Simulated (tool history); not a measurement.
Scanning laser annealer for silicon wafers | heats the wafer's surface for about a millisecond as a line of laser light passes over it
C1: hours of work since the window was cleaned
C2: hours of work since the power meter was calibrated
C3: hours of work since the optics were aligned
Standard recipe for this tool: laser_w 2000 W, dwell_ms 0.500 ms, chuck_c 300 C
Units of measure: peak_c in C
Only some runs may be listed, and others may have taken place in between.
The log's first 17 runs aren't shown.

run 18 day=4.054 | laser_w=2000 dwell_ms=0.500 chuck_c=320 | C1=417 C2=63 C3=530 | peak_c=1112
run 19 day=4.225 | laser_w=1859 dwell_ms=0.486 chuck_c=320 | C1=419 C2=65 C3=531 | peak_c=1031
run 20 day=4.571 | laser_w=1859 dwell_ms=0.486 chuck_c=320 | C1=422 C2=68 C3=535 | peak_c=1032
run 21 day=4.808 | laser_w=2000 dwell_ms=0.500 chuck_c=314 | C1=424 C2=71 C3=537 | peak_c=1105
run 22 day=5.050 | laser_w=2000 dwell_ms=0.500 chuck_c=314 | C1=427 C2=73 C3=540 | peak_c=1105
run 23 day=5.408 | laser_w=1760 dwell_ms=0.434 chuck_c=305 | C1=430 C2=77 C3=543 | peak_c=935
run 24 day=5.675 | laser_w=2000 dwell_ms=0.500 chuck_c=277 | C1=433 C2=79 C3=546 | peak_c=1063
run 25 day=5.867 | laser_w=1880 dwell_ms=0.409 chuck_c=308 | C1=435 C2=81 C3=548 | peak_c=972
run 26 day=6.104 | laser_w=1880 dwell_ms=0.409 chuck_c=308 | C1=437 C2=84 C3=550 | peak_c=972
run 27 day=6.467 | laser_w=2000 dwell_ms=0.500 chuck_c=297 | C1=441 C2=87 C3=554 | peak_c=1084
run 28 day=6.804 | laser_w=2178 dwell_ms=0.500 chuck_c=300 | C1=444 C2=91 C3=557 | peak_c=1178
run 29 day=7.138 | laser_w=2178 dwell_ms=0.500 chuck_c=300 | C1=448 C2=94 C3=561 | peak_c=1173
run 30 day=7.404 | laser_w=2093 dwell_ms=0.465 chuck_c=285 | C1=450 C2=97 C3=563 | peak_c=1091
run 31 day=7.721 | laser_w=1979 dwell_ms=0.519 chuck_c=319 | C1=454 C2=100 C3=566 | peak_c=1110
run 32 day=7.954 | laser_w=1979 dwell_ms=0.519 chuck_c=319 | C1=456 C2=102 C3=569 | peak_c=1112
run 33 day=8.150 | laser_w=2000 dwell_ms=0.500 chuck_c=263 | C1=458 C2=104 C3=571 | peak_c=1049
run 34 day=8.421 | laser_w=1872 dwell_ms=0.361 chuck_c=337 | C1=461 C2=107 C3=574 | peak_c=959
run 35 day=8.679 | laser_w=2040 dwell_ms=0.581 chuck_c=316 | C1=463 C2=109 C3=576 | peak_c=1179
run 36 day=9.058 | laser_w=1991 dwell_ms=0.504 chuck_c=300 | C1=467 C2=113 C3=580 | peak_c=1085

Forecast each of these 4 alternatives for the next run:
run A day=9.242 | laser_w=1885 dwell_ms=0.561 chuck_c=300 | C1=469 C2=115 C3=582 | peak_c=?
run B day=9.242 | laser_w=1932 dwell_ms=0.419 chuck_c=300 | C1=469 C2=115 C3=582 | peak_c=?
run C day=9.242 | laser_w=2103 dwell_ms=0.447 chuck_c=262 | C1=469 C2=115 C3=582 | peak_c=?
run D day=9.242 | laser_w=1746 dwell_ms=0.437 chuck_c=300 | C1=469 C2=115 C3=582 | peak_c=?

run=A peak_c=1073
run=B peak_c=992
run=C peak_c=1056
run=D peak_c=926
What these runs would have given with no unlogged condition in the tool:
run=A peak_c=1106
run=B peak_c=1022
run=C peak_c=1090
run=D peak_c=953

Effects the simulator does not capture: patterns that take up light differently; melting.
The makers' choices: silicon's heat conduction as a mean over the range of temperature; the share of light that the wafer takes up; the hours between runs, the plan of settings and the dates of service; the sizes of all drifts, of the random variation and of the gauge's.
